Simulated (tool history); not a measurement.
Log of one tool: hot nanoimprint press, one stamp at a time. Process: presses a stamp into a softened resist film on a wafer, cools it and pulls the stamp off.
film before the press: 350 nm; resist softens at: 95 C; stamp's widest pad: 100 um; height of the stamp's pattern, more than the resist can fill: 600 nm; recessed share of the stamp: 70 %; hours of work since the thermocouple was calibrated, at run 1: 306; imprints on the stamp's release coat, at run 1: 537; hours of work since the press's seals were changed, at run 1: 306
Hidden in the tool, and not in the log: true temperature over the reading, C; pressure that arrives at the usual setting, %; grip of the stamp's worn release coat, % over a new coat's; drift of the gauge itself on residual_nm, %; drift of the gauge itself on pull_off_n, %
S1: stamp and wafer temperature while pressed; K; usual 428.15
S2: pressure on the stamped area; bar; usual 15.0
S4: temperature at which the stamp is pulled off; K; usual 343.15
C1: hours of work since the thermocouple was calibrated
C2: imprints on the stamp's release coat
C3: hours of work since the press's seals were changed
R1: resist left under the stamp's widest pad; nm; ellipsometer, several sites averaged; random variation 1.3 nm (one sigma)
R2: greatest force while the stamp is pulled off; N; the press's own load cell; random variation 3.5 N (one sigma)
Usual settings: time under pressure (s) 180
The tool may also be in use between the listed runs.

Run 1, day 0.000: usual settings; C1 306; C2 537; C3 306. Result: R1 200.1 nm, R2 184 N.
Run 2, day 0.508: usual settings; C1 315; C2 604; C3 315. Result: R1 199.4 nm, R2 189 N.
Run 3, day 1.183: usual settings; C1 328; C2 692; C3 328. Result: R1 199.5 nm, R2 195 N.
Run 4, day 1.829: usual settings; C1 340; C2 778; C3 340. Result: R1 196.5 nm, R2 190 N.
Run 5, day 2.550: usual settings; C1 353; C2 872; C3 353. Result: R1 197.2 nm, R2 201 N.
At day 3.462: stamp cleaned and given a new release coat.
Run 6, day 3.942: usual settings; C1 374; C2 63; C3 374. Result: R1 197.9 nm, R2 172 N.
Run 7, day 4.462: usual settings; C1 384; C2 132; C3 384. Result: R1 197.7 nm, R2 166 N.
Run 8, day 5.396: usual settings but time under pressure (s) 252; C1 401; C2 254; C3 401. Result: R1 177.9 nm, R2 172 N.
Run 9, day 6.304: usual settings but time under pressure (s) 252; C1 418; C2 374; C3 418. Result: R1 178.0 nm, R2 176 N.
Run 10, day 7.050: usual settings but time under pressure (s) 252; C1 431; C2 472; C3 431. Result: R1 176.4 nm, R2 191 N.
Run 11, day 7.658: usual settings but S2 15.5 bar; C1 443; C2 552; C3 443. Result: R1 191.6 nm, R2 184 N.
Run 12, day 8.558: usual settings but time under pressure (s) 98; C1 459; C2 670; C3 459. Result: R1 229.7 nm, R2 194 N.
Run 13, day 9.562: usual settings but S2 21.0 bar, time under pressure (s) 221, S4 338.15 K; C1 478; C2 803; C3 478. Result: R1 154.5 nm, R2 220 N.
Run 14, day 10.546: usual settings but S2 21.0 bar, time under pressure (s) 221, S4 338.15 K; C1 496; C2 932; C3 496. Result: R1 153.0 nm, R2 228 N.
At day 11.062: stamp cleaned and given a new release coat.
Run 15, day 11.854: usual settings but S1 422.15 K, S2 15.4 bar; C1 516; C2 104; C3 516. Result: R1 251.1 nm, R2 167 N.
At day 12.425: plate thermocouple calibrated.
At day 12.758: press's hydraulic seals changed and the load cell set to zero.
Run 16, day 13.154: usual settings but S1 424.15 K, S2 21.2 bar, time under pressure (s) 219, S4 340.15 K; C1 7; C2 215; C3 7. Result: R1 194.4 nm, R2 192 N.
Run 17, day 13.788: usual settings but S2 9.9 bar, time under pressure (s) 173; C1 19; C2 298; C3 19. Result: R1 242.4 nm, R2 185 N.
Run 18, day 14.917: usual settings but S1 437.15 K, S2 9.9 bar, time under pressure (s) 183; C1 40; C2 446; C3 40. Result: R1 163.5 nm, R2 187 N.
Run 19, day 15.675: usual settings but S2 16.3 bar, time under pressure (s) 242, S4 344.15 K; C1 54; C2 546; C3 54. Result: R1 177.3 nm, R2 185 N.

Measured less the same run without the tool's hidden state. The same run-to-run variation is in both; the gauge's scatter may not be:
run     R1   R2
  1   -4.8  +19
  2   -5.1  +23
  3   -5.3  +27
  4   -5.6  +30
  5   -6.1  +34
  6   -6.7   -1
  7   -7.0   +1
  8   -7.2   +7
  9   -7.7  +11
 10   -8.1  +16
 11   -8.4  +19
 12   -9.0  +24
 13   -7.2  +33
 14   -7.5  +40
 15  -11.5   -2
 16   -0.4  +10
 17   -0.9  +13
 18   -1.2  +19
 19   -1.7  +23
